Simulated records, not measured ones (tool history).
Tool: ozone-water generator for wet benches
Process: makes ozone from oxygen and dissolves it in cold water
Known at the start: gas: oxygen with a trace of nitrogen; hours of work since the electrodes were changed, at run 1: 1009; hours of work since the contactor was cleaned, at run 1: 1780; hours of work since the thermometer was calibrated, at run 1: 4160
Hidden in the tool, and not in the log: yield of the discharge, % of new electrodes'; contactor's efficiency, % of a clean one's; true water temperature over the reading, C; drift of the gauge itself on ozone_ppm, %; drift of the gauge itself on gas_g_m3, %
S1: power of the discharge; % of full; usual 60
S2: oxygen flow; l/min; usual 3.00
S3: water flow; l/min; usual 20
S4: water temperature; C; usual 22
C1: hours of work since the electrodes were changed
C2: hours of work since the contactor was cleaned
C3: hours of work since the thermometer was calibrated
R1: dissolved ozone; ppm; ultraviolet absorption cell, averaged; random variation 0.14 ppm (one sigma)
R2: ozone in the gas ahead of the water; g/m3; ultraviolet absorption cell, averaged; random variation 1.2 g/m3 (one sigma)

Run 1, hour 0.0: usual settings; C1 1009; C2 1780; C3 4160. Result: R1 15.7 ppm, R2 215.2 g/m3.
Run 2, hour 42.2: usual settings but S4 28 C; C1 1041; C2 1811; C3 4192. Result: R1 14.7 ppm, R2 215.3 g/m3.
Run 3, hour 72.4: usual settings but S4 28 C; C1 1063; C2 1834; C3 4214. Result: R1 14.6 ppm, R2 214.3 g/m3.
Run 4, hour 91.6: usual settings; C1 1077; C2 1848; C3 4228. Result: R1 15.9 ppm, R2 216.1 g/m3.
Run 5, hour 137.1: usual settings; C1 1111; C2 1882; C3 4262. Result: R1 16.0 ppm, R2 214.6 g/m3.
Run 6, hour 165.7: usual settings but S4 29 C; C1 1133; C2 1903; C3 4284. Result: R1 14.3 ppm, R2 217.6 g/m3.
Run 7, hour 200.5: usual settings but S4 29 C; C1 1159; C2 1929; C3 4310. Result: R1 14.6 ppm, R2 217.4 g/m3.
Run 8, hour 242.0: usual settings but S4 29 C; C1 1190; C2 1960; C3 4341. Result: R1 14.7 ppm, R2 217.1 g/m3.
Run 9, hour 274.5: usual settings but S4 29 C; C1 1214; C2 1985; C3 4365. Result: R1 14.5 ppm, R2 219.1 g/m3.
Run 10, hour 301.6: usual settings; C1 1234; C2 2005; C3 4385. Result: R1 15.9 ppm, R2 216.9 g/m3.
Run 11, hour 323.9: usual settings but S2 2.91 l/min, S4 19 C; C1 1251; C2 2021; C3 4402. Result: R1 16.1 ppm, R2 220.6 g/m3.
Run 12, hour 343.6: usual settings but S2 2.91 l/min, S4 19 C; C1 1265; C2 2036; C3 4416. Result: R1 16.4 ppm, R2 223.0 g/m3.
Run 13, hour 379.4: usual settings but S2 4.73 l/min, S3 19 l/min, S4 29 C; C1 1292; C2 2063; C3 4443. Result: R1 16.4 ppm, R2 188.8 g/m3.
Run 14, hour 409.4: usual settings but S1 90 % of full; C1 1314; C2 2085; C3 4465. Result: R1 21.9 ppm, R2 302.8 g/m3.
Run 15, hour 439.6: usual settings but S1 90 % of full; C1 1337; C2 2108; C3 4488. Result: R1 22.0 ppm, R2 304.6 g/m3.
At hour 448.6: gauge calibrated.
Run 16, hour 467.6: usual settings but S1 90 % of full, S2 3.95 l/min, S3 14 l/min, S4 15 C; C1 1358; C2 2129; C3 4509. Result: R1 33.8 ppm, R2 270.5 g/m3.
Run 17, hour 488.7: usual settings but S1 90 % of full, S2 3.95 l/min, S3 14 l/min, S4 15 C; C1 1374; C2 2144; C3 4525. Result: R1 33.4 ppm, R2 268.9 g/m3.
Run 18, hour 521.8: usual settings but S1 72 % of full, S3 19 l/min; C1 1398; C2 2169; C3 4549. Result: R1 19.2 ppm, R2 249.0 g/m3.
Run 19, hour 542.8: usual settings but S1 72 % of full, S2 2.19 l/min, S3 19 l/min, S4 25 C; C1 1414; C2 2185; C3 4565. Result: R1 16.7 ppm, R2 281.5 g/m3.

4 ways to go on from here, each from the tool as it stands after run 19. What would each give?
Run A, hour 587.0: usual settings but S1 53 % of full, S2 1.66 l/min, S4 21 C; C1 1447; C2 2218; C3 4598. Result: R1 ?, R2 ?.
Run B, hour 587.0: usual settings but S1 72 % of full, S2 2.19 l/min, S3 19 l/min; C1 1447; C2 2218; C3 4598. Result: R1 ?, R2 ?.
Run C, hour 587.0: usual settings but S1 57 % of full, S2 2.19 l/min, S3 25 l/min, S4 24 C; C1 1447; C2 2218; C3 4598. Result: R1 ?, R2 ?.
Run D, hour 587.0: usual settings but S1 43 % of full, S2 1.86 l/min, S3 19 l/min, S4 18 C; C1 1447; C2 2218; C3 4598. Result: R1 ?, R2 ?.

run    R1     R2
  A  11.7  239.4
  B  17.3  280.5
  C  11.0  232.5
  D  11.3  198.1
Without the tool's hidden state the same runs would have given:
run    R1     R2
  A  11.7  237.3
  B  17.3  278.0
  C  11.0  230.5
  D  11.3  196.4
